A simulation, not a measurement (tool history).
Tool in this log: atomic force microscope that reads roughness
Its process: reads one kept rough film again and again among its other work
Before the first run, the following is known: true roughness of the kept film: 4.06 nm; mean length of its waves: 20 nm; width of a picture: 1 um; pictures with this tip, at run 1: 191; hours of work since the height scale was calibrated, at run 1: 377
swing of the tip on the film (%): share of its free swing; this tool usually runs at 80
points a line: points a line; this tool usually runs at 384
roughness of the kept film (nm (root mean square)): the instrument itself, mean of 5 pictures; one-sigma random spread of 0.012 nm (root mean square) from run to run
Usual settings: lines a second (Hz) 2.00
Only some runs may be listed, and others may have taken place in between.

| run | day | lines a second (Hz) | swing of the tip on the film (%) | points a line | pictures with this tip | hours of work since the height scale was calibrated | roughness of the kept film (nm (root mean square)) |
|---|---|---|---|---|---|---|---|
| 1 | 0.000 | 2.00 | 80 | 384 | 191 | 377 | 2.353 |
| 2 | 0.579 | 2.00 | 80 | 384 | 224 | 387 | 2.303 |
|  | 1.017 | new tip fitted |
| 3 | 1.017 | 2.00 | 80 | 384 | 0 | 394 | 2.829 |
| 4 | 1.558 | 2.00 | 80 | 384 | 31 | 403 | 2.762 |
| 5 | 2.188 | 2.00 | 80 | 384 | 66 | 414 | 2.658 |
| 6 | 2.608 | 2.00 | 80 | 384 | 90 | 422 | 2.630 |
| 7 | 3.021 | 2.00 | 80 | 384 | 114 | 429 | 2.528 |
| 8 | 3.388 | 0.63 | 80 | 384 | 135 | 435 | 2.647 |
| 9 | 4.129 | 2.00 | 70 | 384 | 177 | 448 | 2.475 |
| 10 | 4.479 | 2.00 | 70 | 371 | 197 | 454 | 2.443 |
| 11 | 4.875 | 2.00 | 70 | 371 | 220 | 461 | 2.360 |
| 12 | 5.208 | 2.00 | 57 | 371 | 239 | 467 | 2.422 |
|  | 5.417 | new tip fitted |
| 13 | 5.633 | 2.00 | 57 | 371 | 13 | 474 | 2.988 |
| 14 | 6.117 | 2.00 | 57 | 371 | 40 | 482 | 2.892 |
| 15 | 6.458 | 2.00 | 57 | 371 | 60 | 488 | 2.846 |
| 16 | 6.942 | 2.00 | 80 | 384 | 87 | 496 | 2.602 |
| 17 | 7.388 | 2.00 | 80 | 384 | 113 | 504 | 2.540 |
| 18 | 8.154 | 2.00 | 80 | 384 | 157 | 517 | 2.423 |
| 19 | 8.512 | 2.00 | 80 | 384 | 177 | 523 | 2.388 |
| 20 | 9.233 | 2.00 | 80 | 384 | 218 | 536 | 2.288 |
|  | 9.804 | new tip fitted |
| 21 | 9.925 | 2.00 | 80 | 384 | 6 | 548 | 2.820 |
| 22 | 10.429 | 2.00 | 80 | 384 | 35 | 556 | 2.743 |
| 23 | 11.050 | 2.00 | 80 | 384 | 71 | 567 | 2.639 |
| 24 | 11.458 | 2.00 | 80 | 984 | 94 | 574 | 2.629 |
| 25 | 11.854 | 2.00 | 80 | 984 | 116 | 581 | 2.554 |
| 26 | 12.329 | 2.00 | 80 | 984 | 144 | 589 | 2.499 |
| 27 | 12.758 | 1.00 | 86 | 443 | 168 | 597 | 2.503 |
| 28 | 13.404 | 1.00 | 86 | 443 | 205 | 608 | 2.413 |
| 29 | 13.867 | 0.67 | 70 | 795 | 231 | 616 | 2.470 |
|  | 14.196 | new tip fitted |
| 30 | 14.412 | 0.67 | 70 | 795 | 12 | 625 | 3.070 |
| 31 | 14.858 | 0.67 | 70 | 795 | 38 | 633 | 2.987 |
| 32 | 15.250 | 0.67 | 70 | 795 | 60 | 640 | 2.942 |
| 33 | 15.742 | 0.67 | 70 | 795 | 88 | 648 | 2.854 |
| 34 | 16.358 | 0.87 | 74 | 622 | 123 | 659 | 2.717 |
| 35 | 16.729 | 0.87 | 69 | 622 | 144 | 665 | 2.670 |
| 36 | 17.058 | 0.87 | 69 | 622 | 163 | 671 | 2.637 |
| 37 | 17.854 | 0.74 | 72 | 622 | 208 | 685 | 2.540 |
| 38 | 18.433 | 0.74 | 72 | 622 | 242 | 695 | 2.441 |
|  | 18.579 | new tip fitted |
| 39 | 19.088 | 2.66 | 72 | 989 | 29 | 706 | 2.802 |
| 40 | 19.775 | 2.66 | 72 | 989 | 68 | 718 | 2.710 |
| 41 | 20.538 | 2.00 | 69 | 373 | 111 | 731 | 2.601 |
| 42 | 21.325 | 3.99 | 55 | 373 | 156 | 745 | 2.504 |
| 43 | 21.717 | 0.79 | 61 | 800 | 179 | 751 | 2.598 |
| 44 | 22.442 | 1.69 | 68 | 361 | 220 | 764 | 2.416 |
| 45 | 22.867 | 1.49 | 86 | 1023 | 244 | 771 | 2.281 |
|  | 22.950 | new tip fitted |
| 46 | 23.312 | 0.73 | 66 | 1023 | 20 | 779 | 3.002 |
| 47 | 24.071 | 2.00 | 65 | 384 | 64 | 792 | 2.743 |
| 48 | 24.450 | 1.03 | 65 | 486 | 85 | 798 | 2.776 |
| 49 | 24.800 | 2.00 | 60 | 418 | 105 | 805 | 2.678 |
| 50 | 25.221 | 3.66 | 80 | 384 | 129 | 812 | 2.293 |
| 51 | 25.821 | 2.22 | 80 | 384 | 164 | 822 | 2.351 |
| 52 | 26.304 | 2.22 | 80 | 384 | 191 | 831 | 2.289 |

A few steps of roughness of the kept film (nm (root mean square)) between consecutive runs. Split each: what settings, incoming material and random variation would produce without the hidden state, and what is left over for the hidden state, along with gauge scatter present in only one of the two compared results (measured, and without hidden state):
The hidden state here: radius of the tip, nm; height scale over the true one, %; drift of the gauge itself on roughness_nm, %.
Run 2 -> 3: new tip fitted. roughness of the kept film (nm (root mean square)) +0.526: hidden state +0.573, all else -0.047.
Run 12 -> 13: new tip fitted. roughness of the kept film (nm (root mean square)) +0.566: hidden state +0.570, all else -0.004.
Run 29 -> 30: new tip fitted. roughness of the kept film (nm (root mean square)) +0.600: hidden state +0.604, all else -0.004.
Run 45 -> 46: lines a second (Hz) 1.49 -> 0.73, swing of the tip on the film (%) 86 -> 66, new tip fitted. roughness of the kept film (nm (root mean square)) +0.721: hidden state +0.512, all else +0.209.
